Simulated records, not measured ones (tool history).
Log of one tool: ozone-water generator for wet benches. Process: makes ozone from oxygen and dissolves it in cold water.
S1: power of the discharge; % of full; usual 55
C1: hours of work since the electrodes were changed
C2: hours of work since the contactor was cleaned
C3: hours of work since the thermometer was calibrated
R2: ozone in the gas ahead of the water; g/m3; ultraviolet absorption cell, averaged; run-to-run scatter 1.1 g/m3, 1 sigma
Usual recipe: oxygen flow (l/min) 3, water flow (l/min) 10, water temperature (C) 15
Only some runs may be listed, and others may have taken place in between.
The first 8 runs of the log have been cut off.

Run 9, hour 317.1: usual settings; C1 1847; C2 3745; C3 4229. Result: dissolved ozone (ppm) 22.9, R2 178.2 g/m3.
Run 10, hour 360.6: usual settings but water temperature (C) 9; C1 1886; C2 3784; C3 4269. Result: dissolved ozone (ppm) 24.5, R2 180.6 g/m3.
Run 11, hour 407: usual settings but water temperature (C) 9; C1 1928; C2 3825; C3 4310. Result: dissolved ozone (ppm) 25, R2 180.3 g/m3.
Run 12, hour 438.9: usual settings but water temperature (C) 9; C1 1956; C2 3854; C3 4339. Result: dissolved ozone (ppm) 24.7, R2 178.9 g/m3.
Run 13, hour 465.4: usual settings but S1 61 % of full, water temperature (C) 9; C1 1980; C2 3878; C3 4363. Result: dissolved ozone (ppm) 26, R2 193.5 g/m3.
Run 14, hour 513.3: usual settings but S1 61 % of full, water temperature (C) 9; C1 2023; C2 3921; C3 4406. Result: dissolved ozone (ppm) 26.1, R2 192.7 g/m3.
Run 15, hour 543.4: usual settings but S1 57 % of full; C1 2050; C2 3948; C3 4433. Result: dissolved ozone (ppm) 22.9, R2 184.4 g/m3.
Run 16, hour 588: usual settings but S1 57 % of full; C1 2090; C2 3988; C3 4473. Result: dissolved ozone (ppm) 23.1, R2 181.7 g/m3.
Run 17, hour 623.5: usual settings but S1 57 % of full; C1 2122; C2 4020; C3 4505. Result: dissolved ozone (ppm) 23.1, R2 183.9 g/m3.
Run 18, hour 670.1: usual settings but S1 57 % of full; C1 2164; C2 4062; C3 4547. Result: dissolved ozone (ppm) 22.9, R2 181.9 g/m3.
Run 19, hour 711.6: usual settings but S1 70 % of full, water flow (l/min) 8, water temperature (C) 13; C1 2202; C2 4099; C3 4584. Result: dissolved ozone (ppm) 31.5, R2 211.9 g/m3.
Run 20, hour 751.7: usual settings but S1 70 % of full, oxygen flow (l/min) 2.57, water flow (l/min) 8, water temperature (C) 13; C1 2238; C2 4135; C3 4620. Result: dissolved ozone (ppm) 31.8, R2 228.8 g/m3.
Run 21, hour 774.3: usual settings but oxygen flow (l/min) 3.58; C1 2258; C2 4156; C3 4640. Result: dissolved ozone (ppm) 22.5, R2 162.3 g/m3.
Run 22, hour 816.4: usual settings but oxygen flow (l/min) 3.58; C1 2296; C2 4193; C3 4678. Result: dissolved ozone (ppm) 22.1, R2 161.3 g/m3.
Run 23, hour 860.3: usual settings but oxygen flow (l/min) 3.58; C1 2335; C2 4233; C3 4718. Result: dissolved ozone (ppm) 22.2, R2 162 g/m3.
Run 24, hour 898.3: usual settings but oxygen flow (l/min) 3.58; C1 2369; C2 4267; C3 4752. Result: dissolved ozone (ppm) 22.2, R2 163 g/m3.
Run 25, hour 942.2: usual settings but S1 54 % of full, oxygen flow (l/min) 3.04, water temperature (C) 14; C1 2409; C2 4307; C3 4791. Result: dissolved ozone (ppm) 22.3, R2 172 g/m3.
Run 26, hour 965.9: usual settings but S1 54 % of full, oxygen flow (l/min) 3.04, water temperature (C) 14; C1 2430; C2 4328; C3 4813. Result: dissolved ozone (ppm) 22.3, R2 173.9 g/m3.
Run 27, hour 1014.6: usual settings but oxygen flow (l/min) 4.18, water flow (l/min) 7; C1 2474; C2 4372; C3 4856. Result: dissolved ozone (ppm) 26.7, R2 149.2 g/m3.
Run 28, hour 1046.7: usual settings but oxygen flow (l/min) 4.18, water flow (l/min) 7; C1 2503; C2 4400; C3 4885. Result: dissolved ozone (ppm) 26.9, R2 149.2 g/m3.
Run 29, hour 1079.7: usual settings but oxygen flow (l/min) 4.18, water flow (l/min) 8, water temperature (C) 13; C1 2532; C2 4430; C3 4915. Result: dissolved ozone (ppm) 25.9, R2 149.3 g/m3.
Run 30, hour 1115.5: usual settings but S1 72 % of full, oxygen flow (l/min) 3.56, water flow (l/min) 7, water temperature (C) 10; C1 2565; C2 4462; C3 4947. Result: dissolved ozone (ppm) 35.8, R2 193.6 g/m3.
Run 31, hour 1165.5: usual settings but S1 72 % of full, oxygen flow (l/min) 3.56, water flow (l/min) 7, water temperature (C) 10; C1 2610; C2 4507; C3 4992. Result: dissolved ozone (ppm) 35.6, R2 193.7 g/m3.

Forecast run 32:
Run 32, hour 1215.8: usual settings but S1 72 % of full, oxygen flow (l/min) 1.74, water flow (l/min) 11, water temperature (C) 10; C1 2655; C2 4552; C3 5037. Result: dissolved ozone (ppm) ?, R2 ?.

Run 32 gave dissolved ozone (ppm) 25.2, R2 284.8 g/m3.
Without the tool's hidden state the same run would have given dissolved ozone (ppm) 28.1, R2 307 g/m3.
